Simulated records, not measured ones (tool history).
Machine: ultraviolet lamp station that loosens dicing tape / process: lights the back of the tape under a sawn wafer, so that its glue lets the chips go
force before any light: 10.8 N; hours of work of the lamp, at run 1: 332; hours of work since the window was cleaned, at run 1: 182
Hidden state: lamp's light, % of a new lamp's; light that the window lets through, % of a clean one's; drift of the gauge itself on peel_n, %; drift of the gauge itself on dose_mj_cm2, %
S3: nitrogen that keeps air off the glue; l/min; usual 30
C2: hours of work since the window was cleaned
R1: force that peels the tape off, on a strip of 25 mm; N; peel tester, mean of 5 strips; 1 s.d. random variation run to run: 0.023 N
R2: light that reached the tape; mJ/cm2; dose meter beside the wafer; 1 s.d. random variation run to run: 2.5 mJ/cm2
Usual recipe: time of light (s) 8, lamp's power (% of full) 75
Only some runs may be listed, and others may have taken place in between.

Run 1, day 0: usual settings; hours of work of the lamp 332; C2 182. Result: R1 1.414 N, R2 251 mJ/cm2.
Run 2, day 0.546: usual settings; hours of work of the lamp 341; C2 191. Result: R1 1.495 N, R2 258 mJ/cm2.
Run 3, day 1.2: usual settings but lamp's power (% of full) 84; hours of work of the lamp 352; C2 202. Result: R1 1.224 N, R2 283 mJ/cm2.
Run 4, day 1.583: usual settings but lamp's power (% of full) 84; hours of work of the lamp 358; C2 208. Result: R1 1.226 N, R2 280 mJ/cm2.
Run 5, day 2.271: usual settings but lamp's power (% of full) 84; hours of work of the lamp 369; C2 219. Result: R1 1.248 N, R2 278 mJ/cm2.
Run 6, day 2.958: usual settings but time of light (s) 7; hours of work of the lamp 380; C2 230. Result: R1 2.004 N, R2 215 mJ/cm2.
Run 7, day 3.358: usual settings but time of light (s) 13; hours of work of the lamp 386; C2 237. Result: R1 0.54 N, R2 405 mJ/cm2.
Run 8, day 4.021: usual settings but time of light (s) 13, lamp's power (% of full) 73; hours of work of the lamp 397; C2 247. Result: R1 0.613 N, R2 389 mJ/cm2.
Run 9, day 4.408: usual settings but time of light (s) 13, lamp's power (% of full) 73; hours of work of the lamp 403; C2 254. Result: R1 0.604 N, R2 388 mJ/cm2.
Run 10, day 5: usual settings but time of light (s) 13, lamp's power (% of full) 73; hours of work of the lamp 413; C2 263. Result: R1 0.63 N, R2 388 mJ/cm2.
Run 11, day 5.717: usual settings but time of light (s) 13, lamp's power (% of full) 73; hours of work of the lamp 424; C2 275. Result: R1 0.65 N, R2 387 mJ/cm2.
Run 12, day 6.162: usual settings but time of light (s) 13, lamp's power (% of full) 73; hours of work of the lamp 432; C2 282. Result: R1 0.655 N, R2 384 mJ/cm2.
Run 13, day 6.725: usual settings but S3 15 l/min; hours of work of the lamp 441; C2 291. Result: R1 2.211 N, R2 245 mJ/cm2.
Run 14, day 7.162: usual settings but S3 15 l/min; hours of work of the lamp 448; C2 298. Result: R1 2.212 N, R2 237 mJ/cm2.
Run 15, day 7.679: usual settings but S3 15 l/min; hours of work of the lamp 456; C2 307. Result: R1 2.346 N, R2 241 mJ/cm2.
Run 16, day 8.038: usual settings but S3 15 l/min; hours of work of the lamp 462; C2 312. Result: R1 2.172 N, R2 236 mJ/cm2.
Run 17, day 8.371: usual settings but S3 18 l/min; hours of work of the lamp 467; C2 318. Result: R1 2.088 N, R2 240 mJ/cm2.
Run 18, day 8.879: usual settings but S3 18 l/min; hours of work of the lamp 476; C2 326. Result: R1 2.132 N, R2 238 mJ/cm2.
Run 19, day 9.558: usual settings but S3 18 l/min; hours of work of the lamp 487; C2 337. Result: R1 2.117 N, R2 237 mJ/cm2.
Run 20, day 10.183: usual settings but time of light (s) 9, lamp's power (% of full) 80, S3 29 l/min; hours of work of the lamp 497; C2 347. Result: R1 1.31 N, R2 280 mJ/cm2.
Run 21, day 10.854: usual settings but time of light (s) 11, S3 19 l/min; hours of work of the lamp 508; C2 358. Result: R1 1.179 N, R2 319 mJ/cm2.

Forecast run 22:
Run 22, day 11.45: usual settings but time of light (s) 11, S3 19 l/min; hours of work of the lamp 517; C2 367. Result: R1 ?, R2 ?.

R1: 1.241 N
R2: 318 mJ/cm2
Minus the tool's unlogged condition, the same run would have read R1 0.768 N, R2 402 mJ/cm2.
